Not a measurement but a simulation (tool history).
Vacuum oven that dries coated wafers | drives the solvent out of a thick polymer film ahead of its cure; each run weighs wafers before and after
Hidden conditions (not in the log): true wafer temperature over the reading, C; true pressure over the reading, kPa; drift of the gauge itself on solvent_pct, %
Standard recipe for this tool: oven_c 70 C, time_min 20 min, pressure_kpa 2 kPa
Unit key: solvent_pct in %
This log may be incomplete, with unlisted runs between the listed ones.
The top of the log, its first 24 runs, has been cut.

| run | hour | oven_c | time_min | pressure_kpa | hours of work since the thermocouples were calibrated | hours of work since the vacuum gauge was cleaned of residue | solvent_pct |
|---|---|---|---|---|---|---|---|
| 25 | 830.3 | 70 | 14 | 1.85 | 131 | 1260 | 6.03 |
|  | 836.6 | vacuum gauge cleaned of residue and calibrated |
| 26 | 851.6 | 70 | 14 | 1.85 | 142 | 9 | 5.71 |
| 27 | 890 | 70 | 28 | 5.29 | 164 | 30 | 5.94 |
| 28 | 910.3 | 70 | 29 | 5.29 | 175 | 42 | 5.89 |
| 29 | 944.7 | 76 | 32 | 1.41 | 195 | 61 | 1.3 |
| 30 | 980.5 | 76 | 32 | 1.41 | 215 | 82 | 1.27 |
| 31 | 1020.2 | 76 | 32 | 1.41 | 238 | 104 | 1.28 |
| 32 | 1050.8 | 71 | 18 | 6.3 | 255 | 122 | 7.6 |
| 33 | 1072.2 | 68 | 11 | 6.3 | 268 | 134 | 10.4 |
| 34 | 1103.1 | 68 | 11 | 6.3 | 285 | 152 | 10.36 |
| 35 | 1142.8 | 70 | 14 | 4.99 | 308 | 174 | 7.83 |
| 36 | 1175.7 | 76 | 17 | 2 | 326 | 193 | 3.08 |
| 37 | 1201.5 | 70 | 28 | 1.87 | 341 | 208 | 3.02 |
| 38 | 1233.2 | 70 | 28 | 1.87 | 359 | 226 | 2.99 |
| 39 | 1264.4 | 69 | 28 | 1.87 | 377 | 243 | 3.26 |
| 40 | 1307 | 69 | 28 | 1.87 | 401 | 268 | 3.28 |
| 41 | 1330.8 | 59 | 28 | 2.21 | 415 | 281 | 7.27 |
| 42 | 1353.6 | 68 | 22 | 2.21 | 428 | 294 | 4.66 |
| 43 | 1398.1 | 70 | 32 | 3.03 | 453 | 319 | 3.58 |
| 44 | 1433.6 | 56 | 27 | 2 | 473 | 340 | 8.41 |
| 45 | 1477.6 | 57 | 11 | 4.38 | 498 | 365 | 12.96 |
| 46 | 1507.1 | 57 | 11 | 4.38 | 515 | 381 | 12.83 |
| 47 | 1533.9 | 57 | 11 | 3.7 | 530 | 397 | 12.5 |

Forecast each of these 4 alternatives for the next run:
| A | 1578.7 | 57 | 18 | 2.63 | 556 | 422 | ? |
| B | 1578.7 | 59 | 11 | 1.9 | 556 | 422 | ? |
| C | 1578.7 | 74 | 12 | 2 | 556 | 422 | ? |
| D | 1578.7 | 72 | 20 | 7.48 | 556 | 422 | ? |

| run | solvent_pct |
|---|---|
| A | 10.12 |
| B | 10.48 |
| C | 4.95 |
| D | 7.55 |
With no hidden state in the tool, these same runs would have given:
| run | solvent_pct |
|---|---|
| A | 10.43 |
| B | 10.74 |
| C | 5.28 |
| D | 7.92 |

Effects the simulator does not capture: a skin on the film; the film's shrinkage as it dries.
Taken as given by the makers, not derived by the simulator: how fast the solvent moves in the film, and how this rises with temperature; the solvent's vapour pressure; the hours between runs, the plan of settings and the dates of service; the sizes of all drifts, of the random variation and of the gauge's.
